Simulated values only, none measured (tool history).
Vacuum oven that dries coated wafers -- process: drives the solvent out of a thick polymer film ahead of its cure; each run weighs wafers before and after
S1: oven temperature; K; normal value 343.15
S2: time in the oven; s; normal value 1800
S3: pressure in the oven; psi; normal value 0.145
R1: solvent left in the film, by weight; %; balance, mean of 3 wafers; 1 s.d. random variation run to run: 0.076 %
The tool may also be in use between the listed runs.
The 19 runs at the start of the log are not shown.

run 20 hour=876.5 | S1=343.15 S2=1740 S3=0.145 | R1=5.95
run 21 hour=903.3 | S1=343.15 S2=1800 S3=0.145 | R1=5.85
run 22 hour=957.6 | S1=343.15 S2=1800 S3=0.145 | R1=5.82
run 23 hour=995.4 | S1=343.15 S2=1800 S3=0.145 | R1=5.88
run 24 hour=1029 | S1=343.15 S2=1800 S3=0.145 | R1=5.84
run 25 hour=1083.6 | S1=343.15 S2=1800 S3=0.145 | R1=5.9
run 26 hour=1142.9 | S1=343.15 S2=3000 S3=0.11 | R1=2.87
run 27 hour=1182.9 | S1=340.15 S2=2820 S3=0.299 | R1=5.42

Run 28 has not been measured yet. What should we expect?
run 28 hour=1229.7 | S1=350.15 S2=2340 S3=0.569 | R1=?

Run 28 yielded R1 3.35 %.
Take away the tool's hidden state, keep the run-to-run variation as it was, and the same run would have given R1 3.33 %.
